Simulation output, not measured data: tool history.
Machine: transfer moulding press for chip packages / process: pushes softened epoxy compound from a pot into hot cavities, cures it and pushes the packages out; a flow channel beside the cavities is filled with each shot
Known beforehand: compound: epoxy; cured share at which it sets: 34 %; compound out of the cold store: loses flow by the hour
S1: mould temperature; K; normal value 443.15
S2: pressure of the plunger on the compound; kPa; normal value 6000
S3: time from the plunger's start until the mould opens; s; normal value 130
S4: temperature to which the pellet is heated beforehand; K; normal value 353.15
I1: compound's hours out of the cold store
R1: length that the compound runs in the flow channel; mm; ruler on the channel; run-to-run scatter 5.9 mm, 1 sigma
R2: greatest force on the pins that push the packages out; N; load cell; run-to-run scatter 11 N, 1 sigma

run     day      S1    S2   S3      S4    I1   R1    R2
  1   0.000  443.15  6000  130  353.15  30.5  758   512
  2   1.067  443.15  6000  130  353.15  10.9  849   832
  3   1.754  443.15  6000  130  353.15  23.5  789   882
  4   2.629  443.15  6000  130  353.15  36.3  724   880
  5   3.817  443.15  6000  130  353.15  29.0  762   534
  6   4.800  443.15  6000  130  353.15  43.8  775   729
  7   5.858  443.15  6000  130  353.15  33.4  816   857
  8   6.871  443.15  6000  145  353.15  44.9  766   803
  9   8.079  443.15  6000  130  353.15  27.7  843   687
 10   8.846  443.15  6000  130  353.15  39.6  785   799
 11   9.475  443.15  6000  130  353.15  43.7  753   866
 12  10.367  443.15  6000  130  353.15  47.1  746   884
 13  11.558  443.15  6000  130  352.15  39.5  767   626
 14  12.417  443.15  4590  130  352.15  16.3  768   811
 15  13.458  443.15  4590  130  352.15  17.8  767   922
 16  14.212  443.15  4590  130  352.15  18.7  760   993
 17  14.708  443.15  4590  130  352.15  26.8  718  1010
 18  15.583  446.15  4590  156  352.15  19.7  734   543
 19  16.621  443.15  6000  130  347.15  21.7  840   865
 20  17.342  443.15  6000  130  347.15  22.4  827   905
 21  18.242  443.15  6000  152  349.15  23.7  819   779
 22  18.992  443.15  6000  152  349.15  12.8  872   548
 23  19.942  446.15  6000  117  353.15  12.2  858   854
 24  20.646  443.15  5030  142  353.15  32.2  711   830
 25  21.367  444.15  5030  142  352.15  47.4  653   799
 26  22.325  442.15  6000  125  358.15  24.6  804   581
 27  22.896  442.15  6000  125  358.15  38.6  740   753
 28  23.658  436.15  6850  125  358.15  47.2  780  1417

Withheld: 8 entries from between the runs. Position of each, and hidden state at the listed run before versus the listed run after:
After run 4, before run 5: cavities cleaned with cleaning compound and waxed (day 3.721)
  true mould temperature over the reading, C: 0.05 -> 0.07; pressure that reaches the compound, % of what is set: 80.92 -> 80.09; grip of the stained cavities, % over clean ones': 84.7 -> 6.5
  what was measured, less what the result would be without the hidden state, R1: -81 -> -90 mm; R2: +404 -> +31 N
After run 5, before run 6: plunger's sealing rings changed (day 4.058)
  true mould temperature over the reading, C: 0.07 -> 0.09; pressure that reaches the compound, % of what is set: 80.09 -> 99.17; grip of the stained cavities, % over clean ones': 6.5 -> 47
  what was measured, less what the result would be without the hidden state, R1: -90 -> -4 mm; R2: +31 -> +230 N
After run 8, before run 9: cavities cleaned with cleaning compound and waxed (day 7.479)
  true mould temperature over the reading, C: 0.12 -> 0.14; pressure that reaches the compound, % of what is set: 97.63 -> 96.74; grip of the stained cavities, % over clean ones': 89.1 -> 34.5
  what was measured, less what the result would be without the hidden state, R1: -9 -> -14 mm; R2: +378 -> +171 N
After run 12, before run 13: cavities cleaned with cleaning compound and waxed (day 11.129)
  true mould temperature over the reading, C: 0.18 -> 0.2; pressure that reaches the compound, % of what is set: 95 -> 94.16; grip of the stained cavities, % over clean ones': 88.7 -> 26.3
  what was measured, less what the result would be without the hidden state, R1: -20 -> -24 mm; R2: +412 -> +126 N
After run 17, before run 18: cavities cleaned with cleaning compound and waxed (day 14.838)
  true mould temperature over the reading, C: 0.25 -> 0.27; pressure that reaches the compound, % of what is set: 91.76 -> 91.15; grip of the stained cavities, % over clean ones': 94.4 -> 39.8
  what was measured, less what the result would be without the hidden state, R1: -32 -> -36 mm; R2: +483 -> +155 N
After run 21, before run 22: cavities cleaned with cleaning compound and waxed (day 18.542)
  true mould temperature over the reading, C: 0.31 -> 0.32; pressure that reaches the compound, % of what is set: 89.08 -> 88.56; grip of the stained cavities, % over clean ones': 92.7 -> 27.9
  what was measured, less what the result would be without the hidden state, R1: -50 -> -56 mm; R2: +371 -> +114 N
After run 22, before run 23: mould's thermocouples calibrated (day 19.825)
  true mould temperature over the reading, C: 0.32 -> -0.25; pressure that reaches the compound, % of what is set: 88.56 -> 87.92; grip of the stained cavities, % over clean ones': 27.9 -> 60.6
  what was measured, less what the result would be without the hidden state, R1: -56 -> -56 mm; R2: +114 -> +329 N
After run 25, before run 26: cavities cleaned with cleaning compound and waxed (day 22.325)
  true mould temperature over the reading, C: -0.22 -> -0.21; pressure that reaches the compound, % of what is set: 86.87 -> 86.22; grip of the stained cavities, % over clean ones': 86.8 -> 1.3
  what was measured, less what the result would be without the hidden state, R1: -47 -> -61 mm; R2: +373 -> +16 N
